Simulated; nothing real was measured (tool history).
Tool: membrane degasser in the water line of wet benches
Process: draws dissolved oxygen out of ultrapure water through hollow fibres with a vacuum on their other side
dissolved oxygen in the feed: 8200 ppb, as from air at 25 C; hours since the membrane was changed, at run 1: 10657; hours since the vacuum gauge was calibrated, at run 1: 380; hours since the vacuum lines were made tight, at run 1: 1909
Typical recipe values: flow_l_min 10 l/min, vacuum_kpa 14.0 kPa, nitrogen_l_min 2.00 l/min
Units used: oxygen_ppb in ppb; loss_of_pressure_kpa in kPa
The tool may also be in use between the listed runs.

run    hour  flow_l_min  vacuum_kpa  nitrogen_l_min  hours since the membrane was changed  hours since the vacuum gauge was calibrated  hours since the vacuum lines were made tight  oxygen_ppb  loss_of_pressure_kpa
  1     0.0          10        14.0            2.00                                 10657                                          380                                          1909       134.4                 27.39
  2   350.7          10        14.0            2.00                                 11008                                          731                                          2259       134.6                 27.39
  3   681.8          10        14.0            2.00                                 11339                                         1062                                          2590       135.1                 27.31
  4  1009.9           7        14.0            2.00                                 11667                                         1390                                          2919        95.8                 19.15
  5  1152.3           7        14.0            2.00                                 11809                                         1532                                          3061        95.9                 19.15
  6  1309.1           7        14.0            2.00                                 11966                                         1689                                          3218        95.6                 19.47
  7  1617.9           7        14.0            2.00                                 12275                                         1998                                          3527        96.2                 19.50
  8  1765.2           7        14.0            2.00                                 12422                                         2145                                          3674        96.1                 19.09
  9  2100.2           7        14.0            2.00                                 12757                                         2480                                          4009        96.2                 19.40
 10  2403.3           7        14.0            2.00                                 13060                                         2783                                          4312        96.2                 19.30
 11  2753.8           7        14.0            2.00                                 13411                                         3134                                          4662        96.1                 19.17
 12  3101.1           7        14.0            2.00                                 13758                                         3481                                          5010        96.7                 19.17
 13  3432.6           7        14.0            2.00                                 14090                                         3813                                          5341        97.5                 19.28
 14  3641.1           6        23.5            4.56                                 14298                                         4021                                          5550        70.7                 16.61
 15  3990.0           7        14.0            2.00                                 14647                                         4370                                          5899        97.6                 19.35
 16  4188.3          14        14.5            2.00                                 14845                                         4568                                          6097       200.9                 39.12
 17  4415.4          14         9.8            2.00                                 15073                                         4795                                          6324       123.7                 38.97
 18  4717.0          13        30.6            2.32                                 15374                                         5097                                          6626       373.6                 36.09
 19  4950.2          13        30.6            2.32                                 15607                                         5330                                          6859       374.9                 36.15
 20  5123.2          13        30.6            2.32                                 15780                                         5503                                          7032       375.2                 36.22
 21  5278.9          15        11.1            2.00                                 15936                                         5659                                          7188       157.1                 42.13
     5293.9  -- vacuum gauge calibrated
 22  5503.0          15        23.9            3.61                                 16160                                          209                                          7411       223.3                 41.93
 23  5852.5          10        25.4            3.33                                 16509                                          559                                          7761       172.1                 27.99
 24  6016.8          14        25.4            1.79                                 16673                                          723                                          7925       415.9                 39.31
 25  6216.4          12        13.8            1.89                                 16873                                          922                                          8125       170.7                 33.79

Across each entry between runs, compare the hidden state at the last listed run before it with the hidden state at the first listed run after it:
Between runs 21 and 22: vacuum gauge calibrated (hour 5293.9)
  membrane still open, %: 93.7 -> 93.6; true pressure behind the membrane over the reading, kPa: 0.1 -> 0; air that leaks in behind the membrane, l/min: 0.0129 -> 0.0131
  difference, measured minus the result without the unlogged condition, oxygen_ppb: +8.9 -> +8.9 ppb; loss_of_pressure_kpa: +2.64 -> +2.66 kPa
